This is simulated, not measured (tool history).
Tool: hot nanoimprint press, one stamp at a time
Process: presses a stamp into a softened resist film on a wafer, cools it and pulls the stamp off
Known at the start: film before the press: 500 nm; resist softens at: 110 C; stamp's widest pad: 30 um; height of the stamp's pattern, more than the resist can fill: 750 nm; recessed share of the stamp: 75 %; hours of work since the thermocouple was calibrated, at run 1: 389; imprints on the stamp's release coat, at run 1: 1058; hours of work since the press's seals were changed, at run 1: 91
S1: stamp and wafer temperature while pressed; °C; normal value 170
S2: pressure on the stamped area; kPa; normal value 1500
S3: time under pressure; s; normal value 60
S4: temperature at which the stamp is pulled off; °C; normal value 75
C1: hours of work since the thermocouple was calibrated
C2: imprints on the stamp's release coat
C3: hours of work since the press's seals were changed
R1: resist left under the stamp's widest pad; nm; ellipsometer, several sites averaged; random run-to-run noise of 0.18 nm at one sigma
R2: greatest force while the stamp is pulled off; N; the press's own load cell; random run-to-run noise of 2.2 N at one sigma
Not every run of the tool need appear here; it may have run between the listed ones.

run 1 hour=0 | S1=170 S2=1500 S3=60 S4=75 | C1=389 C2=1058 C3=91 | R1=181.4 R2=140
run 2 hour=17.4 | S1=170 S2=1500 S3=60 S4=75 | C1=399 C2=1091 C3=101 | R1=181.4 R2=145
run 3 hour=31.4 | S1=170 S2=1500 S3=60 S4=75 | C1=406 C2=1119 C3=108 | R1=181.3 R2=144
run 4 hour=42.9 | S1=170 S2=1500 S3=60 S4=75 | C1=412 C2=1141 C3=114 | R1=181.7 R2=143
run 5 hour=64.6 | S1=170 S2=900 S3=60 S4=75 | C1=424 C2=1183 C3=126 | R1=242.9 R2=149
run 6 hour=84.8 | S1=170 S2=900 S3=60 S4=75 | C1=435 C2=1222 C3=136 | R1=243.2 R2=146
run 7 hour=98.4 | S1=170 S2=1500 S3=60 S4=75 | C1=442 C2=1248 C3=144 | R1=181.3 R2=148
run 8 hour=114.7 | S1=170 S2=1500 S3=60 S4=75 | C1=451 C2=1280 C3=152 | R1=181.1 R2=148
run 9 hour=134.4 | S1=170 S2=1500 S3=60 S4=75 | C1=461 C2=1318 C3=163 | R1=181 R2=146
run 10 hour=149.1 | S1=170 S2=1530 S3=60 S4=75 | C1=469 C2=1347 C3=171 | R1=178.9 R2=152
run 11 hour=163.4 | S1=170 S2=1500 S3=60 S4=75 | C1=477 C2=1374 C3=178 | R1=181.1 R2=148
-- hour=170.6 plate thermocouple calibrated
run 12 hour=187.8 | S1=170 S2=930 S3=60 S4=75 | C1=9 C2=1416 C3=190 | R1=235 R2=151
run 13 hour=205.8 | S1=170 S2=930 S3=60 S4=75 | C1=19 C2=1451 C3=199 | R1=235.2 R2=153
run 14 hour=227.6 | S1=170 S2=930 S3=60 S4=75 | C1=30 C2=1493 C3=211 | R1=235 R2=160
-- hour=245.4 plate thermocouple calibrated, once more
run 15 hour=250.6 | S1=170 S2=930 S3=60 S4=75 | C1=3 C2=1532 C3=222 | R1=250.4 R2=172
run 16 hour=272.7 | S1=170 S2=930 S3=60 S4=75 | C1=15 C2=1575 C3=234 | R1=250.2 R2=168
run 17 hour=291.8 | S1=170 S2=930 S3=60 S4=75 | C1=25 C2=1612 C3=244 | R1=250.1 R2=167
run 18 hour=305.4 | S1=166 S2=2260 S3=42 S4=75 | C1=32 C2=1638 C3=251 | R1=195 R2=167
run 19 hour=322.4 | S1=166 S2=1300 S3=84 S4=65 | C1=41 C2=1671 C3=260 | R1=211.8 R2=219
run 20 hour=341.8 | S1=166 S2=2040 S3=60 S4=74 | C1=51 C2=1709 C3=270 | R1=183.3 R2=180
run 21 hour=351.2 | S1=163 S2=1020 S3=60 S4=74 | C1=56 C2=1727 C3=275 | R1=294.3 R2=181
run 22 hour=366.5 | S1=163 S2=1020 S3=60 S4=74 | C1=65 C2=1757 C3=284 | R1=294.4 R2=181
run 23 hour=378.7 | S1=176 S2=1500 S3=96 S4=63 | C1=71 C2=1781 C3=290 | R1=133.9 R2=234
run 24 hour=393.6 | S1=176 S2=1240 S3=96 S4=64 | C1=79 C2=1809 C3=298 | R1=150.4 R2=233
run 25 hour=409.4 | S1=176 S2=930 S3=96 S4=64 | C1=88 C2=1840 C3=307 | R1=178.3 R2=240
run 26 hour=420.9 | S1=176 S2=930 S3=96 S4=64 | C1=94 C2=1862 C3=313 | R1=178 R2=235
run 27 hour=439.4 | S1=170 S2=1730 S3=83 S4=82 | C1=104 C2=1898 C3=323 | R1=157.5 R2=156
run 28 hour=452.9 | S1=179 S2=1750 S3=60 S4=75 | C1=111 C2=1924 C3=330 | R1=131.6 R2=191
run 29 hour=474.1 | S1=165 S2=920 S3=59 S4=76 | C1=122 C2=1966 C3=341 | R1=291.6 R2=190

Forecast each of these 3 alternatives for the next run:
run A hour=494.5 | S1=171 S2=1500 S3=60 S4=75 | C1=133 C2=2005 C3=352 | R1=? R2=?
run B hour=494.5 | S1=165 S2=920 S3=59 S4=68 | C1=133 C2=2005 C3=352 | R1=? R2=?
run C hour=494.5 | S1=174 S2=1470 S3=59 S4=65 | C1=133 C2=2005 C3=352 | R1=? R2=?

run=A R1=184.5 R2=195
run=B R1=291.7 R2=229
run=C R1=170.7 R2=240
With the hidden condition removed and each run's random variation left untouched, the same runs would have given:
run=A R1=180.4 R2=99
run=B R1=288.3 R2=115
run=C R1=166.9 R2=122

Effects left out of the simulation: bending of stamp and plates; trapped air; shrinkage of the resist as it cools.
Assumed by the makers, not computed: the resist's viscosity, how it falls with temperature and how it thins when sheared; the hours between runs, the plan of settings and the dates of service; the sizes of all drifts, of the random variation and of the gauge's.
